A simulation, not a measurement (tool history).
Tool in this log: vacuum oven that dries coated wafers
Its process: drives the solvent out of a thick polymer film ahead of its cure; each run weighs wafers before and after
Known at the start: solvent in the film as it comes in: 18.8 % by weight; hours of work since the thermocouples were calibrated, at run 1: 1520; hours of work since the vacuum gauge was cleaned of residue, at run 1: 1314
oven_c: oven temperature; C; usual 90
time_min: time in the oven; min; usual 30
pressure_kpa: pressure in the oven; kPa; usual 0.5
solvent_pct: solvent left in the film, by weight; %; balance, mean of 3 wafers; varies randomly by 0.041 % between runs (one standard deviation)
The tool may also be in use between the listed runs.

run    hour  oven_c  time_min  pressure_kpa  hours of work since the thermocouples were calibrated  hours of work since the vacuum gauge was cleaned of residue  solvent_pct
  1       0      90        30           0.5                                                   1520                                                         1314         1.33
  2    24.1      90        30          0.49                                                   1537                                                         1331         1.38
  3    65.6      90        30           0.5                                                   1567                                                         1360         1.44
  4   114.7      90        30           0.5                                                   1601                                                         1395         1.34
  5   143.4      90        30         0.479                                                   1622                                                         1415         1.29
  6   183.7      90        30         0.479                                                   1650                                                         1444         1.41
      212.8  -- oven's thermocouples calibrated
  7   216.8      90        30         0.479                                                      3                                                         1466         1.41
  8     244      90        30           0.5                                                     22                                                         1485         1.39
  9   288.2      90        30         1.436                                                     53                                                         1516         3.02
 10   333.7      90        30         1.436                                                     85                                                         1548         2.98
 11   381.1      90        30         1.436                                                    119                                                         1582         3.05
 12   428.7      90        30         1.436                                                    153                                                         1615         2.99
 13   454.7      90        30         1.436                                                    171                                                         1634         2.92
 14   508.7      91        30         1.436                                                    209                                                         1672         2.79
 15   532.8      91        30         1.436                                                    226                                                         1689         2.88
 16   561.6      84        30         0.398                                                    247                                                         1709         2.32
 17   609.1      84        30         0.398                                                    280                                                         1743         2.38
 18   657.7      84        30         0.398                                                    314                                                         1777         2.44
 19   683.5      87        30         1.037                                                    333                                                         1795         2.91
 20   721.3      89        30         0.764                                                    359                                                         1822         2.03
 21     746      97        25         1.596                                                    377                                                         1839         2.29
 22     785      97        25         1.596                                                    404                                                         1867         2.24
      798.7  -- vacuum gauge cleaned of residue and calibrated
 23   840.6      90        31           0.5                                                    443                                                           30         1.36
 24   870.2      90        42         0.608                                                    464                                                           51         1.16
 25     898      96        35           0.5                                                    483                                                           70         0.71
 26   934.7      96        35           0.5                                                    509                                                           96         0.77
 27   979.1      96        35           0.5                                                    541                                                          128         0.76
 28  1007.3      96        19           0.5                                                    560                                                          147         1.33

3 options for the next run, each taken on its own from the tool as it stands now. Forecast them:
  A  1041.9      96        19         0.407                                                    585                                                          172            ?
  B  1041.9      92        52         1.277                                                    585                                                          172            ?
  C  1041.9      90        30          1.85                                                    585                                                          172            ?

run  solvent_pct
  A         1.24
  B         2.15
  C         3.63
With the hidden condition removed and each run's random variation left untouched, the same runs would have given:
run  solvent_pct
  A         1.24
  B         2.15
  C         3.64
